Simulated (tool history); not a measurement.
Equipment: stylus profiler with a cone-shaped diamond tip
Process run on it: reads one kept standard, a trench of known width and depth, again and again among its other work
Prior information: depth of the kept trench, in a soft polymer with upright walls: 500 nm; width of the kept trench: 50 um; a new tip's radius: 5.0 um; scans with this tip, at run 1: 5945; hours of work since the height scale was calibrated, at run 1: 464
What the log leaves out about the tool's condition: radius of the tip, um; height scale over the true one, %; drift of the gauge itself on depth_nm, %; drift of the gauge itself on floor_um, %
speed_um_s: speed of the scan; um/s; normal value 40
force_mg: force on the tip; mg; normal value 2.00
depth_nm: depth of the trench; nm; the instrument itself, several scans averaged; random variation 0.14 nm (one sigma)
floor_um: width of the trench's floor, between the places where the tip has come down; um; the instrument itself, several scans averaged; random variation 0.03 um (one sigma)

run	hour	speed_um_s	force_mg	scans with this tip	hours of work since the height scale was calibrated	depth_nm	floor_um
1	0.0	40	2.00	5945	464	506.06	43.53
2	30.4	121	2.00	6113	477	506.26	43.00
3	90.8	40	4.34	6448	504	510.12	43.49
4	145.9	40	1.63	6754	527	505.62	43.30
5	176.8	40	1.63	6925	541	505.77	43.33
6	214.5	96	2.00	7134	557	506.25	42.94
7	252.7	96	2.00	7346	574	506.44	42.88
8	311.5	96	2.00	7671	599	506.43	42.78
9	343.4	96	2.00	7848	613	506.45	42.75
# hour 382.4: new tip fitted, height scale calibrated
10	388.7	40	2.00	35	3	505.52	45.48
11	436.2	138	2.00	298	23	505.51	44.81
12	474.9	138	2.00	512	40	505.24	44.79
13	541.6	138	2.00	883	69	505.19	44.59
14	585.5	11	1.11	1126	88	503.66	45.18
15	620.5	11	1.76	1319	103	505.16	45.16
16	650.7	46	1.52	1487	116	504.45	44.86
17	701.7	26	1.52	1770	138	504.96	44.91
18	730.0	26	1.52	1927	150	504.93	44.87
19	761.1	41	1.50	2099	164	504.62	44.69
20	829.9	41	1.50	2481	194	504.75	44.60
21	865.3	29	5.33	2677	209	510.68	44.68

3 options for the next run, each taken on its own from the tool as it stands now. Forecast them:
A	897.0	36	2.17	2853	223	?	?
B	897.0	43	5.33	2853	223	?	?
C	897.0	22	3.44	2853	223	?	?

run	depth_nm	floor_um
A	505.98	44.56
B	510.99	44.63
C	508.13	44.66
What these runs would have given with no unlogged condition in the tool:
run	depth_nm	floor_um
A	505.63	45.44
B	510.63	45.52
C	507.78	45.54

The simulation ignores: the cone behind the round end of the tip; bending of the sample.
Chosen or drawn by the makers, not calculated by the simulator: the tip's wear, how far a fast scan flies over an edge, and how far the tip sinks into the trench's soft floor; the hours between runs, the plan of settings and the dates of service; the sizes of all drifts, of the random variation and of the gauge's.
